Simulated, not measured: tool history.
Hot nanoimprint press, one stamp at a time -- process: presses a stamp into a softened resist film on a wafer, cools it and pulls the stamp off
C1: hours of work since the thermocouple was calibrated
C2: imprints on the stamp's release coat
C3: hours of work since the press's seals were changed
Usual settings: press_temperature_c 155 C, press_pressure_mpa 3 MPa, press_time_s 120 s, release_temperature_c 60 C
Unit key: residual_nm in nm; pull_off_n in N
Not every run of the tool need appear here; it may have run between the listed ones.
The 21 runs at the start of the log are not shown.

Run 22, day 16.729: usual settings but press_temperature_c 153 C, press_pressure_mpa 2.9 MPa, press_time_s 100 s, release_temperature_c 63 C; C1 160; C2 1116; C3 569. Result: residual_nm 130.7 nm, pull_off_n 148 N.
Run 23, day 17.35: usual settings but press_temperature_c 147 C, press_time_s 98 s; C1 171; C2 1153; C3 581. Result: residual_nm 161.4 nm, pull_off_n 148 N.
Run 24, day 18.3: usual settings but press_temperature_c 159 C, press_pressure_mpa 3.25 MPa, press_time_s 68 s, release_temperature_c 65 C; C1 189; C2 1210; C3 599. Result: residual_nm 110.2 nm, pull_off_n 144 N.
Run 25, day 18.821: usual settings but press_temperature_c 159 C, press_pressure_mpa 3.78 MPa, press_time_s 68 s, release_temperature_c 61 C; C1 199; C2 1241; C3 609. Result: residual_nm 101.1 nm, pull_off_n 144 N.
Run 26, day 19.85: usual settings but press_pressure_mpa 4.28 MPa, press_time_s 61 s, release_temperature_c 58 C; C1 219; C2 1302; C3 628. Result: residual_nm 116.1 nm, pull_off_n 149 N.
Run 27, day 20.775: usual settings but press_pressure_mpa 4.28 MPa, press_time_s 61 s, release_temperature_c 58 C; C1 236; C2 1357; C3 646. Result: residual_nm 117.8 nm, pull_off_n 149 N.
Run 28, day 21.542: usual settings but press_temperature_c 160 C, press_pressure_mpa 3.53 MPa; C1 251; C2 1403; C3 660. Result: residual_nm 82.3 nm, pull_off_n 154 N.
At day 22.821: stamp cleaned and given a new release coat.
Run 29, day 22.871: usual settings but press_temperature_c 160 C, press_pressure_mpa 3.53 MPa; C1 271; C2 2; C3 681. Result: residual_nm 83.6 nm, pull_off_n 142 N.
Run 30, day 23.838: usual settings but press_temperature_c 160 C, press_pressure_mpa 3.53 MPa, press_time_s 177 s, release_temperature_c 48 C; C1 290; C2 60; C3 699. Result: residual_nm 71.5 nm, pull_off_n 160 N.

Branching from run 30: 4 alternative next runs. What would each branch give?
Run A, day 24.725: usual settings but press_time_s 91 s; C1 306; C2 113; C3 716. Result: residual_nm ?, pull_off_n ?.
Run B, day 24.725: usual settings but press_pressure_mpa 2.52 MPa, press_time_s 89 s, release_temperature_c 50 C; C1 306; C2 113; C3 716. Result: residual_nm ?, pull_off_n ?.
Run C, day 24.725: usual settings but press_temperature_c 159 C, press_pressure_mpa 3.53 MPa, press_time_s 78 s, release_temperature_c 48 C; C1 306; C2 113; C3 716. Result: residual_nm ?, pull_off_n ?.
Run D, day 24.725: usual settings but press_temperature_c 148 C, press_pressure_mpa 1.94 MPa, press_time_s 177 s, release_temperature_c 49 C; C1 306; C2 113; C3 716. Result: residual_nm ?, pull_off_n ?.

run  residual_nm  pull_off_n
  A        122.5         144
  B        133.3         151
  C          101         158
  D        157.1         154
What these runs would have given with no unlogged condition in the tool:
run  residual_nm  pull_off_n
  A        122.3         144
  B        133.1         151
  C        100.8         158
  D          157         154
